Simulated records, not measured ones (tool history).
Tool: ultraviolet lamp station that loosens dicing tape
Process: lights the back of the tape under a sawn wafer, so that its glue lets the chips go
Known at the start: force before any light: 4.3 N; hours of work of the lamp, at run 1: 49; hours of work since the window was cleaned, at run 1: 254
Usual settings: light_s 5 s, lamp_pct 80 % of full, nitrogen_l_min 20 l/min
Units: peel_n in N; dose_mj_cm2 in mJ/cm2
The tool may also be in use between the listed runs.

| run | hour | light_s | lamp_pct | nitrogen_l_min | hours of work of the lamp | hours of work since the window was cleaned | peel_n | dose_mj_cm2 |
|---|---|---|---|---|---|---|---|---|
| 1 | 0.0 | 5 | 80 | 20 | 49 | 254 | 0.268 | 499 |
| 2 | 10.7 | 5 | 80 | 24 | 55 | 260 | 0.264 | 499 |
| 3 | 19.1 | 5 | 80 | 24 | 59 | 264 | 0.257 | 498 |
| 4 | 24.3 | 5 | 76 | 24 | 62 | 267 | 0.275 | 471 |
| 5 | 32.3 | 5 | 76 | 24 | 67 | 272 | 0.280 | 470 |
| 6 | 43.9 | 5 | 80 | 20 | 74 | 279 | 0.285 | 491 |
|  | 45.3 | window cleaned of glue's vapour |
| 7 | 53.8 | 5 | 80 | 20 | 79 | 5 | 0.296 | 465 |
| 8 | 61.6 | 5 | 80 | 20 | 83 | 9 | 0.318 | 466 |
| 9 | 68.1 | 5 | 80 | 8 | 87 | 13 | 0.523 | 463 |
| 10 | 78.8 | 5 | 80 | 8 | 93 | 19 | 0.540 | 464 |
| 11 | 87.6 | 3 | 91 | 12 | 98 | 24 | 0.859 | 315 |
|  | 91.2 | window cleaned of glue's vapour, once more |
| 12 | 93.7 | 4 | 70 | 11 | 101 | 1 | 0.696 | 373 |
| 13 | 102.3 | 4 | 70 | 11 | 106 | 6 | 0.665 | 376 |
| 14 | 107.2 | 4 | 68 | 20 | 109 | 9 | 0.535 | 366 |
| 15 | 115.7 | 4 | 68 | 20 | 114 | 14 | 0.528 | 362 |
| 16 | 122.1 | 4 | 75 | 15 | 117 | 18 | 0.499 | 396 |
| 17 | 133.0 | 10 | 70 | 36 | 124 | 24 | 0.105 | 927 |
| 18 | 140.6 | 6 | 87 | 25 | 128 | 28 | 0.145 | 691 |
| 19 | 148.1 | 6 | 74 | 12 | 132 | 32 | 0.262 | 577 |
| 20 | 154.8 | 5 | 88 | 15 | 136 | 36 | 0.233 | 576 |

Hidden state or all else? Some run-to-run changes of peel_n, split into what the settings, what came in and random variation would give without the hidden state, and what is left for the hidden state (with any gauge scatter that isn't in both results):
The hidden state here: lamp's light, % of a new lamp's; light that the window lets through, % of a clean one's; drift of the gauge itself on peel_n, %; drift of the gauge itself on dose_mj_cm2, %.
Run 10 -> 11: light_s 5 -> 3, lamp_pct 80 -> 91, nitrogen_l_min 8 -> 12. peel_n +0.319 N: hidden state +0.067, all else +0.252.
Run 11 -> 12: light_s 3 -> 4, lamp_pct 91 -> 70, nitrogen_l_min 12 -> 11, window cleaned of glue's vapour, once more. peel_n -0.163 N: hidden state -0.182, all else +0.019.
Run 16 -> 17: light_s 4 -> 10, lamp_pct 75 -> 70, nitrogen_l_min 15 -> 36. peel_n -0.394 N: hidden state -0.038, all else -0.356.
